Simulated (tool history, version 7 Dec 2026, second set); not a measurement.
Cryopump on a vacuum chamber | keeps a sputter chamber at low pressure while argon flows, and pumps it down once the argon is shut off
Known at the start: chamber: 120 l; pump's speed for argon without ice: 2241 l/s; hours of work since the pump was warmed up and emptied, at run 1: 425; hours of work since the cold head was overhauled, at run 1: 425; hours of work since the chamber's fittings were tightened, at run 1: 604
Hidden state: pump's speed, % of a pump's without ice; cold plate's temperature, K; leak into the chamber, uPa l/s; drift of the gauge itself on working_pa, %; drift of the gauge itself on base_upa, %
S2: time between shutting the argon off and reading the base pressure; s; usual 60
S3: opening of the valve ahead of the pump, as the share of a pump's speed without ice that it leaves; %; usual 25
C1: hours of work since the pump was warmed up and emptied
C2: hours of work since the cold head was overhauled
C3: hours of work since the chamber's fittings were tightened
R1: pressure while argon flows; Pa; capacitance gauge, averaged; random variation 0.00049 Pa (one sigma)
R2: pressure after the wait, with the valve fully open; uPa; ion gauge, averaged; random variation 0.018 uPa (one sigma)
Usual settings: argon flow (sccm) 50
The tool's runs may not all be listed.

{"run": 1, "hour": 0.0, "argon flow (sccm)": 50, "S2": 60, "S3": 25, "C1": 425, "C2": 425, "C3": 604, "R1": 0.1535, "R2": 0.59}
{"run": 2, "hour": 19.1, "argon flow (sccm)": 50, "S2": 60, "S3": 25, "C1": 435, "C2": 435, "C3": 613, "R1": 0.153, "R2": 0.6}
{"run": 3, "hour": 35.7, "argon flow (sccm)": 67, "S2": 60, "S3": 25, "C1": 443, "C2": 443, "C3": 622, "R1": 0.2055, "R2": 0.63}
{"run": 4, "hour": 50.3, "argon flow (sccm)": 67, "S2": 60, "S3": 25, "C1": 450, "C2": 450, "C3": 629, "R1": 0.2053, "R2": 0.63}
{"run": 5, "hour": 62.9, "argon flow (sccm)": 67, "S2": 60, "S3": 25, "C1": 457, "C2": 457, "C3": 635, "R1": 0.2055, "R2": 0.57}
{"run": 6, "hour": 83.7, "argon flow (sccm)": 67, "S2": 60, "S3": 25, "C1": 467, "C2": 467, "C3": 646, "R1": 0.2058, "R2": 0.63}
{"run": 7, "hour": 106.9, "argon flow (sccm)": 67, "S2": 60, "S3": 18, "C1": 479, "C2": 479, "C3": 658, "R1": 0.2851, "R2": 0.6}
{"run": 8, "hour": 123.6, "argon flow (sccm)": 67, "S2": 60, "S3": 18, "C1": 487, "C2": 487, "C3": 666, "R1": 0.2844, "R2": 0.64}
{"run": 9, "hour": 145.0, "argon flow (sccm)": 42, "S2": 60, "S3": 25, "C1": 498, "C2": 498, "C3": 677, "R1": 0.1289, "R2": 0.62}
{"run": 10, "hour": 162.9, "argon flow (sccm)": 42, "S2": 60, "S3": 25, "C1": 507, "C2": 507, "C3": 686, "R1": 0.1289, "R2": 0.6}
{"run": 11, "hour": 182.1, "argon flow (sccm)": 50, "S2": 60, "S3": 25, "C1": 517, "C2": 517, "C3": 695, "R1": 0.1541, "R2": 0.66}
{"run": 12, "hour": 200.5, "argon flow (sccm)": 50, "S2": 60, "S3": 25, "C1": 526, "C2": 526, "C3": 705, "R1": 0.1539, "R2": 0.64}
{"run": 13, "hour": 212.8, "argon flow (sccm)": 24, "S2": 60, "S3": 25, "C1": 532, "C2": 532, "C3": 711, "R1": 0.0741, "R2": 0.64}
{"run": 14, "hour": 223.5, "argon flow (sccm)": 50, "S2": 207, "S3": 25, "C1": 537, "C2": 537, "C3": 716, "R1": 0.1543, "R2": 0.38}
{"run": 15, "hour": 235.7, "argon flow (sccm)": 50, "S2": 207, "S3": 25, "C1": 543, "C2": 543, "C3": 722, "R1": 0.1543, "R2": 0.37}
{"run": 16, "hour": 245.9, "argon flow (sccm)": 26, "S2": 60, "S3": 19, "C1": 549, "C2": 549, "C3": 727, "R1": 0.1049, "R2": 0.66}
{"run": 17, "hour": 263.3, "argon flow (sccm)": 62, "S2": 172, "S3": 35, "C1": 557, "C2": 557, "C3": 736, "R1": 0.138, "R2": 0.39}
{"run": 18, "hour": 273.5, "argon flow (sccm)": 82, "S2": 226, "S3": 35, "C1": 562, "C2": 562, "C3": 741, "R1": 0.1821, "R2": 0.41}
{"run": 19, "hour": 291.5, "argon flow (sccm)": 82, "S2": 226, "S3": 35, "C1": 572, "C2": 572, "C3": 750, "R1": 0.1822, "R2": 0.39}
{"run": 20, "hour": 306.3, "argon flow (sccm)": 59, "S2": 129, "S3": 40, "C1": 579, "C2": 579, "C3": 758, "R1": 0.1162, "R2": 0.47}
{"run": 21, "hour": 327.5, "argon flow (sccm)": 25, "S2": 70, "S3": 19, "C1": 590, "C2": 590, "C3": 768, "R1": 0.1, "R2": 0.59}
{"run": 22, "hour": 340.7, "argon flow (sccm)": 25, "S2": 157, "S3": 19, "C1": 596, "C2": 596, "C3": 775, "R1": 0.1007, "R2": 0.42}
{"run": 23, "hour": 355.7, "argon flow (sccm)": 55, "S2": 157, "S3": 35, "C1": 604, "C2": 604, "C3": 782, "R1": 0.122, "R2": 0.42}
{"run": 24, "hour": 378.3, "argon flow (sccm)": 50, "S2": 83, "S3": 25, "C1": 615, "C2": 615, "C3": 794, "R1": 0.1535, "R2": 0.53}
{"run": 25, "hour": 388.1, "argon flow (sccm)": 50, "S2": 83, "S3": 25, "C1": 620, "C2": 620, "C3": 799, "R1": 0.1551, "R2": 0.55}
{"run": 26, "hour": 408.1, "argon flow (sccm)": 33, "S2": 105, "S3": 22, "C1": 630, "C2": 630, "C3": 809, "R1": 0.1151, "R2": 0.53}
{"run": 27, "hour": 429.1, "argon flow (sccm)": 69, "S2": 105, "S3": 35, "C1": 641, "C2": 641, "C3": 819, "R1": 0.1536, "R2": 0.52}

3 ways to go on from here, each from the tool as it stands after run 27. What would each give?
{"run": "A", "hour": 449.3, "argon flow (sccm)": 61, "S2": 270, "S3": 53, "C1": 651, "C2": 651, "C3": 829, "R1": "?", "R2": "?"}
{"run": "B", "hour": 449.3, "argon flow (sccm)": 83, "S2": 60, "S3": 25, "C1": 651, "C2": 651, "C3": 829, "R1": "?", "R2": "?"}
{"run": "C", "hour": 449.3, "argon flow (sccm)": 59, "S2": 105, "S3": 20, "C1": 651, "C2": 651, "C3": 829, "R1": "?", "R2": "?"}

run=A R1=0.0917 R2=0.37
run=B R1=0.2570 R2=0.66
run=C R1=0.2267 R2=0.50
Without the tool's hidden state the same runs would have given:
run=A R1=0.0872 R2=0.20
run=B R1=0.2507 R2=0.50
run=C R1=0.2223 R2=0.34
